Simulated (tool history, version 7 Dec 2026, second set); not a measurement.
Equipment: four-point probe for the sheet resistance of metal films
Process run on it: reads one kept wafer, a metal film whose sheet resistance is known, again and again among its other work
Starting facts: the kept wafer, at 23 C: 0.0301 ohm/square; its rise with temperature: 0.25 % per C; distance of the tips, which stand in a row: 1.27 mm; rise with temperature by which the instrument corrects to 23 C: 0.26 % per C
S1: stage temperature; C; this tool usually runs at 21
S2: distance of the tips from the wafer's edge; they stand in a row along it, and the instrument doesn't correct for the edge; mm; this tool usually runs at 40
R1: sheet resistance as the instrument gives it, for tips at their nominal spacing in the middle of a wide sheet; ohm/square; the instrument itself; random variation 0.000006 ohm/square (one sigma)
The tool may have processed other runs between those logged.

run	day	S1	S2	R1
1	0.000	21	40	0.030193
2	1.825	34	40	0.030157
3	3.129	23	40	0.030184
4	4.708	23	40	0.030180
5	5.900	21	49	0.030179
6	7.125	21	49	0.030182
7	9.033	21	49	0.030185
8	9.954	21	49	0.030190
9	11.058	21	49	0.030202
10	12.892	21	40	0.030205
11	15.038	21	40	0.030203
12	16.279	21	40	0.030205
13	18.021	21	40	0.030212
# day 18.129: stage's thermometer calibrated
14	18.933	21	40	0.030209
15	20.429	21	40	0.030200
16	21.817	21	40	0.030214
# day 23.038: stage's thermometer calibrated, once more
17	23.088	21	40	0.030228
18	24.329	21	40	0.030217
19	25.958	21	40	0.030219
20	27.625	23	40	0.030229
21	29.742	21	66	0.030220
22	31.579	21	66	0.030223
23	32.717	21	8	0.030610
24	34.658	21	8	0.030637
25	36.500	32	31	0.030220
26	37.946	21	4	0.031775
27	39.879	21	4	0.031777
28	41.996	31	10	0.030478
29	42.892	19	4	0.031795
30	43.908	21	16	0.030333
31	45.658	21	48	0.030251
32	46.850	34	40	0.030226
33	48.721	20	22	0.030287
34	50.229	20	22	0.030294
35	51.825	20	22	0.030288
36	53.950	32	34	0.030250
37	55.688	20	40	0.030260
38	56.929	24	5	0.031262
39	58.125	21	12	0.030428
40	59.650	19	8	0.030650
41	61.617	19	8	0.030658
42	62.967	18	7	0.030786
43	64.025	23	7	0.030780
44	65.071	26	65	0.030250

Below, each run's measurement less what the same run would have read without the hidden state. Both values contain the same run-to-run variation, but the gauge's scatter may not be the same in both:
Hidden state present: inner tips' distance over the nominal, %; tips' flats over new ones', %; wafer's true temperature over the reading, C; drift of the gauge itself on sheet_ohm, %.
run	R1
1	+0.000063
2	+0.000066
3	+0.000067
4	+0.000069
5	+0.000071
6	+0.000072
7	+0.000075
8	+0.000076
9	+0.000077
10	+0.000080
11	+0.000082
12	+0.000084
13	+0.000086
14	+0.000085
15	+0.000087
16	+0.000089
17	+0.000099
18	+0.000101
19	+0.000103
20	+0.000105
21	+0.000108
22	+0.000111
23	+0.000113
24	+0.000116
25	+0.000117
26	+0.000125
27	+0.000127
28	+0.000125
29	+0.000132
30	+0.000128
31	+0.000129
32	+0.000131
33	+0.000133
34	+0.000136
35	+0.000138
36	+0.000140
37	+0.000142
38	+0.000149
39	+0.000146
40	+0.000150
41	+0.000151
42	+0.000154
43	+0.000155
44	+0.000155
